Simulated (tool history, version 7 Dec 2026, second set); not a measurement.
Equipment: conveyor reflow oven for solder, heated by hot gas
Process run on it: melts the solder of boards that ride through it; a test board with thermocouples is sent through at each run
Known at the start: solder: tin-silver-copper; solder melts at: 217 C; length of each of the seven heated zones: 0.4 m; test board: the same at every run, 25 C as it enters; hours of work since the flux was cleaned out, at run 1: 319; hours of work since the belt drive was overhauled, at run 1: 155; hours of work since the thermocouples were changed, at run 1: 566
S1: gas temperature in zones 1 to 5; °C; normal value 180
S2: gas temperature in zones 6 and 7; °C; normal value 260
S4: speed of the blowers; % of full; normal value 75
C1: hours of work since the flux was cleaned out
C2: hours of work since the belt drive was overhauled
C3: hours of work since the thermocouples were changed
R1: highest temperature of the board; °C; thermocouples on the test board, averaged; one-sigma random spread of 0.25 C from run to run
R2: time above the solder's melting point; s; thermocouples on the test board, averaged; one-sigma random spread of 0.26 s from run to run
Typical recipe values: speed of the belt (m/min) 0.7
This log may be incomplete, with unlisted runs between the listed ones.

run 1 hour=0 | S1=180 S2=260 speed_of_the_belt_(m/min)=0.7 S4=75 | C1=319 C2=155 C3=566 | R1=246.3 R2=49.8
run 2 hour=8.9 | S1=180 S2=260 speed_of_the_belt_(m/min)=0.7 S4=63 | C1=325 C2=161 C3=571 | R1=243.8 R2=46.3
run 3 hour=20.3 | S1=180 S2=260 speed_of_the_belt_(m/min)=0.7 S4=75 | C1=332 C2=168 C3=579 | R1=246.4 R2=49.4
run 4 hour=31.8 | S1=180 S2=260 speed_of_the_belt_(m/min)=0.7 S4=75 | C1=340 C2=175 C3=586 | R1=246.1 R2=49.3
-- hour=37.4 thermocouples of zones 6 and 7 changed
run 5 hour=38.9 | S1=194 S2=260 speed_of_the_belt_(m/min)=0.7 S4=75 | C1=343 C2=179 C3=1 | R1=249 R2=57.1
run 6 hour=45.4 | S1=194 S2=260 speed_of_the_belt_(m/min)=0.7 S4=75 | C1=347 C2=183 C3=5 | R1=248.9 R2=57.2
run 7 hour=56.3 | S1=180 S2=260 speed_of_the_belt_(m/min)=0.7 S4=75 | C1=354 C2=190 C3=12 | R1=246.4 R2=49.4
-- hour=68.9 flux residue cleaned out of gas plates and filters
run 8 hour=69.5 | S1=180 S2=260 speed_of_the_belt_(m/min)=0.7 S4=75 | C1=0 C2=195 C3=18 | R1=246.7 R2=49.7
run 9 hour=75.4 | S1=180 S2=260 speed_of_the_belt_(m/min)=0.7 S4=75 | C1=4 C2=199 C3=22 | R1=247 R2=49.6
run 10 hour=83.3 | S1=180 S2=271 speed_of_the_belt_(m/min)=0.7 S4=75 | C1=9 C2=204 C3=27 | R1=256.4 R2=55.8
run 11 hour=88.2 | S1=180 S2=260 speed_of_the_belt_(m/min)=0.7 S4=75 | C1=13 C2=208 C3=30 | R1=246.6 R2=50
run 12 hour=97.5 | S1=180 S2=260 speed_of_the_belt_(m/min)=0.7 S4=75 | C1=19 C2=214 C3=36 | R1=246.5 R2=49.8
run 13 hour=103 | S1=180 S2=260 speed_of_the_belt_(m/min)=0.694 S4=75 | C1=22 C2=217 C3=40 | R1=246.9 R2=50.7
run 14 hour=109.8 | S1=180 S2=260 speed_of_the_belt_(m/min)=0.7 S4=75 | C1=27 C2=222 C3=44 | R1=246.5 R2=49.9
run 15 hour=114.8 | S1=180 S2=260 speed_of_the_belt_(m/min)=0.7 S4=75 | C1=30 C2=225 C3=47 | R1=246.4 R2=49.8
run 16 hour=119.6 | S1=190 S2=260 speed_of_the_belt_(m/min)=0.7 S4=75 | C1=33 C2=228 C3=50 | R1=248.2 R2=55.3
run 17 hour=127.6 | S1=190 S2=260 speed_of_the_belt_(m/min)=0.7 S4=75 | C1=38 C2=233 C3=56 | R1=248.5 R2=55.2

Run 18 comes next. What will it give?
run 18 hour=136.2 | S1=190 S2=260 speed_of_the_belt_(m/min)=0.679 S4=74 | C1=44 C2=239 C3=61 | R1=? R2=?

{"run 18": {"R1": 248.6, "R2": 57.3}}
The same run, on a tool lacking any hidden state, would have yielded R1 248.6 °C, R2 57.3 s.
